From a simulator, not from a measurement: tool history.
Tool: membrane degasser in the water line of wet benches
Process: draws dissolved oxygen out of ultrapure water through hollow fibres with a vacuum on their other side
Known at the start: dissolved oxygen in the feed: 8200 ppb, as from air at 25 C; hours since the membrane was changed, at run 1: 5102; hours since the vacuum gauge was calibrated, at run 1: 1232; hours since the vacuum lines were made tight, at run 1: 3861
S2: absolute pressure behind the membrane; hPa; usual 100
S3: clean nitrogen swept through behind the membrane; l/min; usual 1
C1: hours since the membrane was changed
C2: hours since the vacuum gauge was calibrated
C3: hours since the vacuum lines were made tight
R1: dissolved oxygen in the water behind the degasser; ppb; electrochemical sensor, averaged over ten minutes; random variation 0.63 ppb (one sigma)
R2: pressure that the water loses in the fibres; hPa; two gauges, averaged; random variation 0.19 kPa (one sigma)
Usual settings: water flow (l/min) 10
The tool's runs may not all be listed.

Run 1, day 0: usual settings; C1 5102; C2 1232; C3 3861. Result: R1 167.6 ppb, R2 378.4 hPa.
Run 2, day 4.696: usual settings; C1 5214; C2 1345; C3 3974. Result: R1 168 ppb, R2 382 hPa.
Run 3, day 9.754: usual settings; C1 5336; C2 1467; C3 4095. Result: R1 167.6 ppb, R2 382.3 hPa.
Run 4, day 14: usual settings; C1 5438; C2 1568; C3 4197. Result: R1 168.3 ppb, R2 379.2 hPa.
Run 5, day 18.45: usual settings but water flow (l/min) 12; C1 5545; C2 1675; C3 4304. Result: R1 202.6 ppb, R2 456.3 hPa.
Run 6, day 26.088: usual settings but water flow (l/min) 12, S2 113 hPa; C1 5728; C2 1858; C3 4487. Result: R1 235.6 ppb, R2 456.2 hPa.
Run 7, day 33.112: usual settings; C1 5896; C2 2027; C3 4656. Result: R1 168.6 ppb, R2 383 hPa.
Run 8, day 38.483: usual settings; C1 6025; C2 2156; C3 4784. Result: R1 168.9 ppb, R2 381.4 hPa.
Run 9, day 42.946: usual settings; C1 6132; C2 2263; C3 4891. Result: R1 168.4 ppb, R2 382.9 hPa.
Run 10, day 50.621: usual settings; C1 6317; C2 2447; C3 5076. Result: R1 169.7 ppb, R2 380.8 hPa.
Run 11, day 56.417: usual settings but S2 162 hPa; C1 6456; C2 2586; C3 5215. Result: R1 314.4 ppb, R2 378.8 hPa.
Run 12, day 64.896: usual settings but S2 190 hPa; C1 6659; C2 2790; C3 5418. Result: R1 379.1 ppb, R2 382.9 hPa.
Run 13, day 68.767: usual settings but S2 190 hPa, S3 1.16 l/min; C1 6752; C2 2883; C3 5511. Result: R1 334.8 ppb, R2 384.8 hPa.
Run 14, day 75.9: usual settings but S2 190 hPa, S3 1.16 l/min; C1 6923; C2 3054; C3 5682. Result: R1 335.6 ppb, R2 382 hPa.
At day 76.796: seals of the vacuum lines changed.
Run 15, day 81.192: usual settings; C1 7048; C2 3179; C3 105. Result: R1 163.6 ppb, R2 385.6 hPa.
Run 16, day 87.296: usual settings but S3 0.93 l/min; C1 7195; C2 3326; C3 252. Result: R1 176.1 ppb, R2 384.1 hPa.
Run 17, day 92.925: usual settings; C1 7330; C2 3461; C3 387. Result: R1 164.8 ppb, R2 387.4 hPa.
Run 18, day 101.521: usual settings but S2 85 hPa, S3 0.41 l/min; C1 7536; C2 3667; C3 593. Result: R1 282.3 ppb, R2 386.5 hPa.
Run 19, day 107.208: usual settings but water flow (l/min) 7, S2 85 hPa, S3 0.41 l/min; C1 7673; C2 3803; C3 730. Result: R1 207.3 ppb, R2 269.2 hPa.
Run 20, day 115.896: usual settings but water flow (l/min) 12, S2 62 hPa, S3 0.72 l/min; C1 7881; C2 4012; C3 938. Result: R1 125.7 ppb, R2 464.2 hPa.
Run 21, day 120.804: usual settings but water flow (l/min) 7, S2 122 hPa, S3 0.6 l/min; C1 7999; C2 4130; C3 1056. Result: R1 247 ppb, R2 269.9 hPa.
Run 22, day 124.646: usual settings but water flow (l/min) 7, S2 122 hPa, S3 0.6 l/min; C1 8091; C2 4222; C3 1148. Result: R1 246.5 ppb, R2 269.1 hPa.
Run 23, day 129.788: usual settings but water flow (l/min) 9, S3 2.32 l/min; C1 8215; C2 4345; C3 1272. Result: R1 69.4 ppb, R2 348 hPa.
Run 24, day 137.554: usual settings but water flow (l/min) 14, S2 202 hPa, S3 2.35 l/min; C1 8401; C2 4532; C3 1458. Result: R1 263.1 ppb, R2 541.5 hPa.
Run 25, day 141.929: usual settings but water flow (l/min) 14, S2 202 hPa, S3 2.35 l/min; C1 8506; C2 4637; C3 1563. Result: R1 261.5 ppb, R2 546 hPa.
Run 26, day 150.108: usual settings but water flow (l/min) 11, S3 2.35 l/min; C1 8702; C2 4833; C3 1759. Result: R1 86.7 ppb, R2 424 hPa.
Run 27, day 157.562: usual settings but water flow (l/min) 11, S3 2.35 l/min; C1 8881; C2 5012; C3 1938. Result: R1 87.1 ppb, R2 429.8 hPa.
Run 28, day 164.254: usual settings but S2 238 hPa; C1 9042; C2 5172; C3 2099. Result: R1 474.5 ppb, R2 390.4 hPa.
Run 29, day 172.471: usual settings but S2 238 hPa; C1 9239; C2 5370; C3 2296. Result: R1 478.5 ppb, R2 389.4 hPa.
Run 30, day 180.829: usual settings but S2 238 hPa; C1 9440; C2 5570; C3 2497. Result: R1 477.2 ppb, R2 388.2 hPa.
Run 31, day 188.533: usual settings but water flow (l/min) 9, S2 145 hPa, S3 0.71 l/min; C1 9625; C2 5755; C3 2682. Result: R1 336.1 ppb, R2 352.8 hPa.
Run 32, day 193.071: usual settings but water flow (l/min) 9, S2 74 hPa, S3 1.08 l/min; C1 9734; C2 5864; C3 2791. Result: R1 89.9 ppb, R2 354.2 hPa.
Run 33, day 198.8: usual settings but water flow (l/min) 7, S2 162 hPa, S3 1.02 l/min; C1 9871; C2 6002; C3 2928. Result: R1 221.1 ppb, R2 274.5 hPa.

How the hidden state differs across the entries between the runs, from the last listed run before each to the first after it:
Between runs 14 and 15: seals of the vacuum lines changed (day 76.796)
  air that leaks in behind the membrane, l/min: 0.0206 -> 0.0035
  measured less the result without the state, R1: +16.8 -> +3 ppb; R2: +18.6 -> +19 hPa

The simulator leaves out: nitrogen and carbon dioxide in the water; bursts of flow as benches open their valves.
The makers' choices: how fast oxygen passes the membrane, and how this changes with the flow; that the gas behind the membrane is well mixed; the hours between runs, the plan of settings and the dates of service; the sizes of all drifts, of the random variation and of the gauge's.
